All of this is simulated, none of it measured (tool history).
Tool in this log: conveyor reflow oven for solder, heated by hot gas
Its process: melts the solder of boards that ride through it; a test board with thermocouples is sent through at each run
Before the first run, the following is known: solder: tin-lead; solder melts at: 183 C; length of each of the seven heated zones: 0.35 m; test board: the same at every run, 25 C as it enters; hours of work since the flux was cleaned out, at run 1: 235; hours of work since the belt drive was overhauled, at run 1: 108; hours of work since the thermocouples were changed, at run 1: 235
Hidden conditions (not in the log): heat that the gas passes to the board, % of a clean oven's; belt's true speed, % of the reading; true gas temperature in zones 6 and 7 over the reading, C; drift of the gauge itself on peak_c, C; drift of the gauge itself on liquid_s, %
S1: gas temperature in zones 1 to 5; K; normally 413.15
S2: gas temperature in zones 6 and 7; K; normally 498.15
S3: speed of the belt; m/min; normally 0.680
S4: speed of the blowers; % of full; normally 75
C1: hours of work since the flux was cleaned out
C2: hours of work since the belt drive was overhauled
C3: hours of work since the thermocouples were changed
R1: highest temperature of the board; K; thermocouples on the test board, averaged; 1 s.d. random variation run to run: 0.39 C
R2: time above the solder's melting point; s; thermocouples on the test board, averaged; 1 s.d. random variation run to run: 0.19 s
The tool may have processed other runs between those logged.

run   hour      S1      S2     S3  S4   C1   C2   C3      R1    R2
  1    0.0  413.15  498.15  0.680  75  235  108  235  486.95  45.5
       8.4  -- flux residue cleaned out of gas plates and filters
  2   11.2  413.15  512.15  0.680  75    2  112  240  499.15  51.8
  3   19.4  413.15  512.15  0.680  75    8  118  246  499.85  52.0
  4   25.4  413.15  512.15  0.680  75   13  123  250  498.75  52.1
  5   37.0  413.15  512.15  0.680  75   21  132  259  499.35  51.8
  6   48.3  413.15  498.15  0.680  75   30  140  268  487.05  45.8
  7   56.1  413.15  498.15  0.680  75   36  146  273  487.35  45.5
  8   66.4  413.15  498.15  0.680  75   43  154  281  486.65  45.8
  9   71.7  413.15  498.15  0.680  75   47  158  285  486.85  45.7
 10   77.6  413.15  498.15  0.680  75   52  162  290  487.15  45.8
 11   86.5  413.15  498.15  0.680  75   58  169  296  486.55  45.6
 12   93.3  413.15  498.15  0.680  75   64  174  301  487.15  45.3
 13   98.7  413.15  498.15  0.794  75   68  178  305  482.45  35.8
 14  106.7  413.15  498.15  0.794  75   74  184  311  482.45  35.6
 15  116.6  413.15  498.15  0.680  75   81  191  319  486.75  45.3
 16  125.7  413.15  488.15  0.680  75   88  198  326  478.35  39.1
 17  133.2  413.15  488.15  0.680  75   93  204  331  478.25  39.2
 18  141.8  413.15  498.15  0.799  80  100  210  338  483.15  36.3
 19  151.8  407.15  511.15  0.792  56  107  218  345  486.15  35.1
 20  164.0  407.15  511.15  0.792  56  117  227  354  486.85  34.9
 21  173.6  424.15  511.15  0.719  75  124  234  361  498.25  52.1
 22  180.8  424.15  511.15  0.719  75  129  239  367  498.25  51.9
 23  190.3  424.15  499.15  0.719  77  136  246  374  487.95  47.2
 24  199.8  405.15  498.15  0.719  63  143  253  381  480.75  35.4
 25  210.0  413.15  491.15  0.680  75  151  261  389  480.75  41.6
 26  217.5  413.15  491.15  0.663  86  157  267  394  482.95  45.0
 27  223.7  406.15  511.15  0.683  54  161  271  399  490.25  44.5
 28  230.2  406.15  490.15  0.683  54  166  276  404  472.85  29.7
 29  240.9  406.15  490.15  0.683  54  174  284  412  473.15  29.6
 30  249.2  422.15  506.15  0.683  54  180  291  418  489.05  48.6

Alternative continuations, all from the tool just after run 30; predict every row:
  A  257.9  416.15  498.15  0.680  70  187  297  425   ?   ?
  B  257.9  408.15  504.15  0.680  74  187  297  425   ?   ?
  C  257.9  422.15  506.15  0.665  55  187  297  425   ?   ?
  D  257.9  413.15  498.15  0.607  50  187  297  425   ?   ?
  E  257.9  422.15  506.15  0.683  62  187  297  425   ?   ?

run      R1    R2
  A  486.25  46.0
  B  490.75  46.5
  C  490.55  50.8
  D  483.35  47.1
  E  492.25  50.5
Without the tool's unlogged condition, the same runs would have read:
run      R1    R2
  A  486.35  46.0
  B  490.85  46.6
  C  490.65  50.8
  D  483.45  47.1
  E  492.35  50.5
